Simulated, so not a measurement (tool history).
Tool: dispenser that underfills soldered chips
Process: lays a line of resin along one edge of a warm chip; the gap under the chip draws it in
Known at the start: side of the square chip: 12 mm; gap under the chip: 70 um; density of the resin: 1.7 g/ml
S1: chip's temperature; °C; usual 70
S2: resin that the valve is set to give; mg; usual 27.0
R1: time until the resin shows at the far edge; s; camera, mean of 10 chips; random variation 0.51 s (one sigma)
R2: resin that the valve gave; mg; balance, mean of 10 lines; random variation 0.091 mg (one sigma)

run   hour  S1    S2     R1     R2
  1    0.0  70  27.0   90.3  25.92
       1.8  -- dispensing valve cleaned and set on the balance
       3.2  -- new syringe of resin
  2    7.2  70  27.0   48.1  26.91
  3   14.7  70  27.0   69.5  26.93
      22.3  -- new syringe of resin
  4   22.3  70  27.0   41.8  26.84
  5   30.8  70  27.0   62.1  26.74
  6   39.0  70  27.0   91.3  26.34
      41.3  -- new syringe of resin
  7   46.5  70  27.0   53.3  26.34
  8   52.4  70  27.0   70.1  26.54
  9   56.9  70  27.0   83.9  26.32
      60.6  -- new syringe of resin
 10   61.6  70  27.0   44.0  26.23
 11   69.3  70  27.0   62.0  26.24
 12   77.4  70  27.0   90.9  26.06
      79.3  -- new syringe of resin
      85.7  -- dispensing valve cleaned and set on the balance
 13   88.4  70  27.0   60.3  26.94
 14   93.8  62  27.0  119.7  26.63
      99.4  -- new syringe of resin
 15   99.8  78  23.6   28.8  23.51
 16  105.3  59  28.0   97.8  27.60
 17  112.8  59  28.0  138.7  27.50
     118.2  -- new syringe of resin
 18  121.4  71  28.0   47.0  27.42
 19  131.4  71  28.0   73.3  27.40
     136.8  -- new syringe of resin
 20  138.4  64  34.6   60.7  33.91
 21  145.8  60  27.4  110.7  26.55
 22  151.6  58  32.6  155.0  31.45
     155.9  -- new syringe of resin
 23  157.1  82  26.1   25.2  25.22
 24  164.5  73  31.7   53.0  30.22
     169.6  -- dispensing valve cleaned and set on the balance
 25  172.0  69  28.6   90.4  28.39
     175.7  -- new syringe of resin
 26  178.9  63  34.0   69.6  33.66

Forecast each of these 5 alternatives for the next run:
  A  185.6  63  34.6   ?   ?
  B  185.6  85  26.9   ?   ?
  C  185.6  60  27.6   ?   ?
  D  185.6  63  27.3   ?   ?
  E  185.6  70  34.5   ?   ?

run     R1     R2
  A   94.8  34.14
  B   32.2  26.67
  C  114.7  27.26
  D   98.5  27.05
  E   65.4  34.01
Without the tool's hidden state the same runs would have given:
run    R1     R2
  A  57.7  34.45
  B  19.6  26.91
  C  69.9  27.51
  D  60.0  27.30
  E  39.8  34.33

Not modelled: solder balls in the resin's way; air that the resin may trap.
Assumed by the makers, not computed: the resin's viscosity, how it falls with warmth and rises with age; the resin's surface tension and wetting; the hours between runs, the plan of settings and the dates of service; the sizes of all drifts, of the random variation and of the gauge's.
